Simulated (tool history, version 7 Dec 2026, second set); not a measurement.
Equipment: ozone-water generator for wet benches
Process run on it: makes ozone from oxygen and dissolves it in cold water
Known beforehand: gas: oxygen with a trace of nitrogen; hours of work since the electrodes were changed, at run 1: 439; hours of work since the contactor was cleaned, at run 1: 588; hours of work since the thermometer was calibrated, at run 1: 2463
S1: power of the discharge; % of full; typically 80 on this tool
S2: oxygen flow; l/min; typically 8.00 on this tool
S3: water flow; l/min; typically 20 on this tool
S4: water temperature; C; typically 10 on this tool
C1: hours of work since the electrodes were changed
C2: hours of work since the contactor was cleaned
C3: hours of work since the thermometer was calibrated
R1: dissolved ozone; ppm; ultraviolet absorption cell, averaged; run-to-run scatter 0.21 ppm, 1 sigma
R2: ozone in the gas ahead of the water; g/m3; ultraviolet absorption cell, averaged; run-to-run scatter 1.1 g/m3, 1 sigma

Run 1, day 0.000: usual settings; C1 439; C2 588; C3 2463. Result: R1 30.8 ppm, R2 201.2 g/m3.
Run 2, day 1.371: usual settings but S2 6.83 l/min; C1 465; C2 614; C3 2489. Result: R1 29.7 ppm, R2 211.5 g/m3.
Run 3, day 2.383: usual settings but S2 6.83 l/min; C1 484; C2 633; C3 2508. Result: R1 29.6 ppm, R2 211.6 g/m3.
Run 4, day 3.967: usual settings but S2 6.83 l/min; C1 514; C2 663; C3 2538. Result: R1 29.5 ppm, R2 212.4 g/m3.
Run 5, day 4.883: usual settings but S2 6.83 l/min; C1 531; C2 680; C3 2555. Result: R1 29.3 ppm, R2 212.4 g/m3.
Run 6, day 5.846: usual settings but S2 6.83 l/min; C1 549; C2 699; C3 2573. Result: R1 29.8 ppm, R2 211.9 g/m3.
Run 7, day 7.162: usual settings but S3 29 l/min; C1 574; C2 723; C3 2598. Result: R1 22.3 ppm, R2 201.5 g/m3.
Run 8, day 8.646: usual settings but S3 29 l/min; C1 602; C2 751; C3 2626. Result: R1 22.7 ppm, R2 204.5 g/m3.
Run 9, day 10.083: usual settings but S3 29 l/min; C1 629; C2 778; C3 2653. Result: R1 23.0 ppm, R2 204.7 g/m3.
Run 10, day 11.692: usual settings but S3 29 l/min; C1 659; C2 809; C3 2683. Result: R1 22.8 ppm, R2 204.9 g/m3.
Run 11, day 12.371: usual settings but S4 9 C; C1 672; C2 821; C3 2696. Result: R1 30.7 ppm, R2 205.9 g/m3.
Run 12, day 13.583: usual settings but S4 9 C; C1 695; C2 844; C3 2719. Result: R1 30.6 ppm, R2 203.8 g/m3.
Run 13, day 14.825: usual settings; C1 718; C2 868; C3 2742. Result: R1 30.3 ppm, R2 203.7 g/m3.
Run 14, day 16.338: usual settings; C1 747; C2 896; C3 2771. Result: R1 30.5 ppm, R2 204.6 g/m3.
Run 15, day 17.296: usual settings but S4 12 C; C1 765; C2 914; C3 2789. Result: R1 29.5 ppm, R2 204.8 g/m3.
Run 16, day 18.371: usual settings but S4 12 C; C1 785; C2 934; C3 2809. Result: R1 29.4 ppm, R2 204.8 g/m3.
Run 17, day 19.742: usual settings but S4 12 C; C1 811; C2 960; C3 2835. Result: R1 29.3 ppm, R2 205.9 g/m3.
Run 18, day 20.550: usual settings but S1 58 % of full, S2 4.22 l/min, S4 12 C; C1 826; C2 975; C3 2850. Result: R1 21.1 ppm, R2 215.4 g/m3.
Run 19, day 21.671: usual settings but S3 19 l/min, S4 15 C; C1 847; C2 997; C3 2871. Result: R1 29.0 ppm, R2 205.9 g/m3.
Run 20, day 23.067: usual settings but S3 19 l/min, S4 15 C; C1 873; C2 1023; C3 2897. Result: R1 29.0 ppm, R2 204.9 g/m3.
Run 21, day 23.796: usual settings but S1 40 % of full; C1 887; C2 1037; C3 2911. Result: R1 21.7 ppm, R2 146.0 g/m3.
Run 22, day 25.238: usual settings but S1 40 % of full; C1 914; C2 1064; C3 2938. Result: R1 21.2 ppm, R2 146.4 g/m3.
Run 23, day 26.175: usual settings but S2 10.97 l/min, S3 21 l/min, S4 8 C; C1 932; C2 1081; C3 2956. Result: R1 32.2 ppm, R2 187.1 g/m3.
At day 27.250: gauge calibrated.
Run 24, day 27.271: usual settings but S4 14 C; C1 952; C2 1102; C3 2977. Result: R1 28.8 ppm, R2 202.6 g/m3.
Run 25, day 28.088: usual settings but S4 14 C; C1 968; C2 1117; C3 2992. Result: R1 28.4 ppm, R2 203.4 g/m3.
Run 26, day 29.533: usual settings but S4 14 C; C1 995; C2 1145; C3 3019. Result: R1 28.6 ppm, R2 201.5 g/m3.
Run 27, day 31.092: usual settings but S2 5.99 l/min, S3 32 l/min, S4 8 C; C1 1024; C2 1174; C3 3049. Result: R1 19.1 ppm, R2 223.0 g/m3.
Run 28, day 31.742: usual settings but S1 82 % of full, S2 11.52 l/min, S4 7 C; C1 1037; C2 1186; C3 3061. Result: R1 34.4 ppm, R2 184.1 g/m3.
Run 29, day 32.492: usual settings but S1 82 % of full, S2 11.52 l/min, S4 7 C; C1 1051; C2 1200; C3 3075. Result: R1 34.5 ppm, R2 181.4 g/m3.
Run 30, day 34.029: usual settings but S1 82 % of full, S2 11.52 l/min, S4 7 C; C1 1080; C2 1229; C3 3104. Result: R1 34.3 ppm, R2 182.8 g/m3.
Run 31, day 34.862: usual settings but S1 82 % of full, S2 11.52 l/min, S4 7 C; C1 1095; C2 1245; C3 3120. Result: R1 34.3 ppm, R2 183.5 g/m3.
Run 32, day 35.521: usual settings but S1 82 % of full, S2 11.52 l/min, S4 7 C; C1 1108; C2 1257; C3 3132. Result: R1 34.7 ppm, R2 184.1 g/m3.
Run 33, day 36.479: usual settings but S1 72 % of full, S2 4.86 l/min, S3 19 l/min; C1 1126; C2 1276; C3 3150. Result: R1 26.6 ppm, R2 226.3 g/m3.
Run 34, day 37.833: usual settings but S1 72 % of full, S2 4.86 l/min, S3 19 l/min; C1 1151; C2 1301; C3 3175. Result: R1 26.7 ppm, R2 223.6 g/m3.

3 options for the next run, each taken on its own from the tool as it stands now. Forecast them:
Run A, day 38.721: usual settings but S1 67 % of full, S2 4.18 l/min; C1 1168; C2 1318; C3 3192. Result: R1 ?, R2 ?.
Run B, day 38.721: usual settings but S1 94 % of full, S2 4.93 l/min, S4 6 C; C1 1168; C2 1318; C3 3192. Result: R1 ?, R2 ?.
Run C, day 38.721: usual settings but S1 50 % of full, S2 4.86 l/min, S3 19 l/min; C1 1168; C2 1318; C3 3192. Result: R1 ?, R2 ?.

run    R1     R2
  A  23.6  227.6
  B  30.9  257.3
  C  21.9  187.7
Take away the tool's hidden state, keep each run's random variation, and the runs would have read:
run    R1     R2
  A  23.6  224.9
  B  31.0  254.2
  C  21.9  185.5
